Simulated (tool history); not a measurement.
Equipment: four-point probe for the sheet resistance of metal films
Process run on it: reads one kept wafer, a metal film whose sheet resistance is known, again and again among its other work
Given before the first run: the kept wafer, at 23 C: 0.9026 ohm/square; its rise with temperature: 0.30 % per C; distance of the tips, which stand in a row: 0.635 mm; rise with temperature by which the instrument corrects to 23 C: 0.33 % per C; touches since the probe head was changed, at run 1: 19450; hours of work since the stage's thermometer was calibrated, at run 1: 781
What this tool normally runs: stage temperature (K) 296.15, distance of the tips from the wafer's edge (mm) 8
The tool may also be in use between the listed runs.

run,hour,stage temperature (K),distance of the tips from the wafer's edge (mm),touches since the probe head was changed,hours of work since the stage's thermometer was calibrated,sheet resistance as the instrument gives it (ohm/square)
1,0,296.15,8,19450,781,0.911563
2,51.4,296.15,8,20245,811,0.911558
3,112.2,296.15,8,21186,847,0.911609
4,169.1,296.15,8,22066,880,0.911787
5,194.7,296.15,8,22463,895,0.911872
6,232.1,296.15,8,23041,917,0.91199
7,274.4,296.15,8,23696,941,0.91192
8,322.9,296.15,8,24446,970,0.911985
9,364.1,296.15,8,25084,994,0.911879
10,399.4,296.15,8,25630,1014,0.912242
11,436.9,304.15,8,26209,1036,0.910338
12,492.2,304.15,8,27065,1068,0.910502
13,534.2,296.15,18,27714,1093,0.909978
14,590.6,296.15,59,28587,1126,0.90939
15,634.8,302.15,4,29272,1152,0.920228
16,671.7,302.15,4,29842,1173,0.920275
17,731.6,293.15,4,30769,1208,0.922415
18,764.9,293.15,4,31284,1228,0.922805
19,804,293.15,4,31889,1250,0.92277
20,844,302.15,8,32508,1274,0.911149
21,874.8,302.15,8,32985,1292,0.9113
22,919,292.15,16,33668,1317,0.911623
23,945.5,292.15,16,34078,1333,0.911606
24,995.3,303.15,37,34848,1362,0.908442
25,1040.9,303.15,37,35555,1389,0.908446

Below, some changes in sheet resistance as the instrument gives it (ohm/square) between adjacent runs. For each, the amount present without the hidden state too (settings, incoming material, random variation) and the amount remaining for the hidden state with gauge scatter not shared by both compared results:
Unlogged tool condition in this case: inner tips' distance over the nominal, %; tips' flats over new ones', %; wafer's true temperature over the reading, C; drift of the gauge itself on sheet_ohm, %.
Run 14 -> 15: stage temperature (K) 296.15 -> 302.15, distance of the tips from the wafer's edge (mm) 59 -> 4. sheet resistance as the instrument gives it (ohm/square) +0.010838: hidden state +0.000126, all else +0.010712.
Run 16 -> 17: stage temperature (K) 302.15 -> 293.15. sheet resistance as the instrument gives it (ohm/square) +0.00214: hidden state +0.000123, all else +0.002017.
Run 19 -> 20: stage temperature (K) 293.15 -> 302.15, distance of the tips from the wafer's edge (mm) 4 -> 8. sheet resistance as the instrument gives it (ohm/square) -0.011621: hidden state -0.000046, all else -0.011575.
